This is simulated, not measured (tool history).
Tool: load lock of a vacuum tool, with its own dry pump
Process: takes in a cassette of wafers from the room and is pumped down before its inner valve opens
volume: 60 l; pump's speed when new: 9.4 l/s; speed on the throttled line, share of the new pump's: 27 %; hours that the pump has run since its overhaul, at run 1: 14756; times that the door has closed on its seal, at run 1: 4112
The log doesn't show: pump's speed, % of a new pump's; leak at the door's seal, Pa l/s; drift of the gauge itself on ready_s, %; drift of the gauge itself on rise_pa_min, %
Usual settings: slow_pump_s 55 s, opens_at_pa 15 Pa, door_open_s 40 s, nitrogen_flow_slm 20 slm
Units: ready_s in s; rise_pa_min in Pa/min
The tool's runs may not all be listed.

run	hour	slow_pump_s	opens_at_pa	door_open_s	nitrogen_flow_slm	hours that the pump has run since its overhaul	times that the door has closed on its seal	incoming humidity of the room's air, %	ready_s	rise_pa_min
1	0	55	15	40	20	14756	4112	45.2	103.6	0.022
2	623.7	55	15	40	20	15380	4814	43.6	103.3	0.025
3	1099.3	55	15	40	20	15855	5349	40	103.8	0.028
4	1415.3	55	15	40	20	16171	5705	42.3	104.6	0.031
5	1728.4	55	15	40	20	16485	6057	45.5	105.4	0.027
6	2219.8	55	15	40	4	16976	6610	41.6	105.1	0.048
7	2531.3	55	15	40	4	17287	6960	45.7	105.2	0.053
8	3036.8	55	29	179	11	17793	7529	43.6	100.2	0.066
9	3428.8	55	23	40	21	18185	7970	45.3	102.3	0.03
10	3876.7	85	11	39	22	18633	8474	41.8	127.4	0.029
11	4470.6	44	11	74	29	19227	9142	48	100.7	0.042
12	4897	72	22	28	30	19653	9622	43.1	114.3	0.029
13	5277.5	28	21	40	20	20034	10050	45.6	85.2	0.038
14	5679.3	38	28	161	22	20435	10502	43	89.6	0.056

Forecast each of these 5 alternatives for the next run:
A	6234.7	55	10	80	20	20991	11127	44.5	?	?
B	6234.7	66	28	35	14	20991	11127	47	?	?
C	6234.7	55	17	40	27	20991	11127	42.4	?	?
D	6234.7	55	15	151	20	20991	11127	41.6	?	?
E	6234.7	38	20	207	6	20991	11127	46.3	?	?

run	ready_s	rise_pa_min
A	109.4	0.049
B	108.2	0.052
C	106.5	0.041
D	106.7	0.06
E	94	0.102
Without the tool's hidden state the same runs would have given:
run	ready_s	rise_pa_min
A	98.8	0.022
B	99.9	0.024
C	96.6	0.014
D	96.6	0.032
E	83.3	0.075
